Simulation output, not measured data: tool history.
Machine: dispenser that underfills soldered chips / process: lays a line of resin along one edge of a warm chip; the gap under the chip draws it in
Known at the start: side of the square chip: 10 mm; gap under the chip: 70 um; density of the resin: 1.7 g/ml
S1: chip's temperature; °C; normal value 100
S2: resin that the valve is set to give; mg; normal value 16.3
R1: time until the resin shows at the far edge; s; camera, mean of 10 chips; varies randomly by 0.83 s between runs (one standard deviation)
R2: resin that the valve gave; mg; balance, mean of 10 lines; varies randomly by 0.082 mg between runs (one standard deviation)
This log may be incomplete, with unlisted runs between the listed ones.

| run | hour | S1 | S2 | R1 | R2 |
|---|---|---|---|---|---|
| 1 | 0 | 100 | 16.3 | 110.4 | 15.69 |
|  | 1 | new syringe of resin |
|  | 10.1 | new syringe of resin |
| 2 | 10.4 | 100 | 16.3 | 79.9 | 15.52 |
|  | 19 | new syringe of resin |
| 3 | 19.6 | 100 | 15.4 | 83.3 | 14.76 |
| 4 | 25.6 | 100 | 15.4 | 104.6 | 14.85 |
|  | 28 | new syringe of resin |
| 5 | 35.4 | 100 | 15.4 | 109 | 14.63 |
|  | 36.9 | new syringe of resin |
|  | 45.9 | new syringe of resin |
| 6 | 45.9 | 100 | 20.9 | 75.4 | 19.61 |
| 7 | 52.8 | 100 | 18.2 | 105 | 17.28 |
|  | 55 | new syringe of resin |
| 8 | 57.8 | 100 | 18.2 | 88.8 | 17.14 |
|  | 63.7 | new syringe of resin |
| 9 | 63.7 | 100 | 16.3 | 78 | 15.33 |
| 10 | 69.7 | 100 | 16.3 | 101.5 | 15.23 |
|  | 72.8 | new syringe of resin |
| 11 | 74.5 | 100 | 20.2 | 83.5 | 18.94 |
|  | 81.7 | new syringe of resin |
| 12 | 85 | 100 | 20.2 | 90 | 18.9 |
|  | 90.7 | new syringe of resin |
|  | 92.4 | dispensing valve cleaned and set on the balance |
| 13 | 94.7 | 100 | 20.2 | 85.2 | 20.49 |
|  | 101 | new syringe of resin |
| 14 | 101.9 | 100 | 20.2 | 78.2 | 20.26 |
|  | 109.7 | new syringe of resin |
| 15 | 110.1 | 100 | 16.7 | 83.2 | 16.73 |
|  | 118.6 | new syringe of resin |
| 16 | 119.3 | 100 | 20.1 | 80.5 | 20.09 |
|  | 127.6 | new syringe of resin |
| 17 | 129.8 | 100 | 20.1 | 85.3 | 20.06 |
|  | 136.6 | new syringe of resin |
| 18 | 140 | 114 | 18.8 | 53.6 | 18.63 |
|  | 145.6 | new syringe of resin |
| 19 | 146.8 | 114 | 18.8 | 50.3 | 18.57 |
|  | 154.2 | new syringe of resin |
| 20 | 157.5 | 88 | 17.3 | 140.4 | 16.98 |
|  | 163 | new syringe of resin |
| 21 | 164.6 | 88 | 17.3 | 132.3 | 17 |
|  | 171.7 | new syringe of resin |
| 22 | 174.5 | 106 | 15.3 | 73.6 | 14.95 |
|  | 180.4 | new syringe of resin |
| 23 | 180.4 | 106 | 15.3 | 67.6 | 14.75 |
| 24 | 185.6 | 85 | 18.1 | 173.1 | 17.57 |
|  | 189.1 | new syringe of resin |
| 25 | 190.4 | 85 | 18.1 | 147.4 | 17.73 |
|  | 197.8 | new syringe of resin |
| 26 | 200.6 | 97 | 18.7 | 97.2 | 18.02 |
| 27 | 205.6 | 97 | 18.7 | 120.4 | 18.07 |
|  | 206.8 | new syringe of resin |
| 28 | 211.8 | 97 | 18.7 | 109.8 | 18.21 |
|  | 215.5 | new syringe of resin |
| 29 | 221.8 | 88 | 18.7 | 156.3 | 17.85 |
|  | 224.5 | new syringe of resin |
| 30 | 230.2 | 88 | 18.7 | 155.2 | 17.91 |
|  | 233.9 | new syringe of resin |
| 31 | 235.2 | 88 | 18.7 | 131.3 | 18.2 |
|  | 242.6 | new syringe of resin |
| 32 | 244.3 | 88 | 18.7 | 136 | 17.92 |
| 33 | 250.2 | 111 | 17.8 | 76.2 | 17.11 |
|  | 251.8 | new syringe of resin |
| 34 | 257 | 94 | 15.6 | 127.3 | 14.83 |

Table of differences, measured result less the result of that run with no hidden state. Run-to-run variation is the same in both. Gauge scatter possibly is not:
Hidden state present: resin's viscosity, % of fresh resin's; dose that the valve gives, % of what is set; true chip temperature over the reading, C; drift of the gauge itself on fill_s, %; drift of the gauge itself on given_mg, %.
| run | R1 | R2 |
|---|---|---|
| 1 | +32.6 | -0.58 |
| 2 | +3.3 | -0.63 |
| 3 | +3.4 | -0.65 |
| 4 | +26.3 | -0.68 |
| 5 | +31.1 | -0.72 |
| 6 | +1.1 | -1.04 |
| 7 | +27.6 | -0.97 |
| 8 | +11.5 | -0.99 |
| 9 | +1.7 | -0.91 |
| 10 | +24.1 | -0.94 |
| 11 | +8.1 | -1.2 |
| 12 | +15.7 | -1.27 |
| 13 | +9.9 | +0.07 |
| 14 | +4.2 | +0.04 |
| 15 | +4.2 | -0.01 |
| 16 | +4.8 | -0.09 |
| 17 | +9.9 | -0.16 |
| 18 | +7.5 | -0.21 |
| 19 | +3.9 | -0.25 |
| 20 | +22.1 | -0.29 |
| 21 | +13.4 | -0.33 |
| 22 | +10.1 | -0.34 |
| 23 | +3.2 | -0.37 |
| 24 | +39.9 | -0.47 |
| 25 | +15.2 | -0.49 |
| 26 | +13 | -0.57 |
| 27 | +35.6 | -0.6 |
| 28 | +24.2 | -0.64 |
| 29 | +39.8 | -0.69 |
| 30 | +36.2 | -0.74 |
| 31 | +12.6 | -0.79 |
| 32 | +16.6 | -0.84 |
| 33 | +23.7 | -0.84 |
| 34 | +30.3 | -0.76 |

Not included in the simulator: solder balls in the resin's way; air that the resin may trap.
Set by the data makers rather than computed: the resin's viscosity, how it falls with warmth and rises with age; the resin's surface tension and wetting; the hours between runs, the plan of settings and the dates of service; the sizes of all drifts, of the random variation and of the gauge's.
